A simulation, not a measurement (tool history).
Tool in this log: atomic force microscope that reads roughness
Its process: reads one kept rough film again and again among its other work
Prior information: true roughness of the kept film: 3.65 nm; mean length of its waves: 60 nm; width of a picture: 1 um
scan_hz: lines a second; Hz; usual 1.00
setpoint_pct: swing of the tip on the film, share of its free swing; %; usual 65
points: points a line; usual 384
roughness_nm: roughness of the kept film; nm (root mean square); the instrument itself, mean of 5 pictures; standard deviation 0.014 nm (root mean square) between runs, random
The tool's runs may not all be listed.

run 1 hour=0.0 | scan_hz=1.00 setpoint_pct=65 points=384 | roughness_nm=3.349
run 2 hour=14.3 | scan_hz=0.77 setpoint_pct=65 points=384 | roughness_nm=3.332
run 3 hour=29.1 | scan_hz=1.00 setpoint_pct=65 points=384 | roughness_nm=3.262
run 4 hour=41.7 | scan_hz=1.00 setpoint_pct=65 points=384 | roughness_nm=3.258
run 5 hour=50.3 | scan_hz=1.00 setpoint_pct=65 points=384 | roughness_nm=3.255
run 6 hour=63.8 | scan_hz=1.00 setpoint_pct=65 points=384 | roughness_nm=3.222
run 7 hour=77.5 | scan_hz=1.00 setpoint_pct=65 points=384 | roughness_nm=3.207
run 8 hour=93.6 | scan_hz=1.00 setpoint_pct=65 points=384 | roughness_nm=3.167
run 9 hour=107.7 | scan_hz=1.00 setpoint_pct=81 points=384 | roughness_nm=2.998
-- hour=109.6 height scale calibrated on a step standard
run 10 hour=116.6 | scan_hz=1.00 setpoint_pct=81 points=384 | roughness_nm=2.965
run 11 hour=125.5 | scan_hz=1.68 setpoint_pct=67 points=523 | roughness_nm=3.042
-- hour=140.3 height scale calibrated on a step standard, once more
run 12 hour=140.3 | scan_hz=1.68 setpoint_pct=67 points=523 | roughness_nm=3.024
run 13 hour=148.7 | scan_hz=1.00 setpoint_pct=79 points=384 | roughness_nm=2.989
run 14 hour=163.9 | scan_hz=1.00 setpoint_pct=58 points=594 | roughness_nm=3.138

Results for each run, recomputed without the tool's hidden state and with each run's random variation untouched:
Hidden state present: radius of the tip, nm; height scale over the true one, %; drift of the gauge itself on roughness_nm, %.
run=1 roughness_nm=3.382
run=2 roughness_nm=3.392
run=3 roughness_nm=3.348
run=4 roughness_nm=3.366
run=5 roughness_nm=3.376
run=6 roughness_nm=3.366
run=7 roughness_nm=3.374
run=8 roughness_nm=3.361
run=9 roughness_nm=3.203
run=10 roughness_nm=3.183
run=11 roughness_nm=3.280
run=12 roughness_nm=3.276
run=13 roughness_nm=3.252
run=14 roughness_nm=3.440

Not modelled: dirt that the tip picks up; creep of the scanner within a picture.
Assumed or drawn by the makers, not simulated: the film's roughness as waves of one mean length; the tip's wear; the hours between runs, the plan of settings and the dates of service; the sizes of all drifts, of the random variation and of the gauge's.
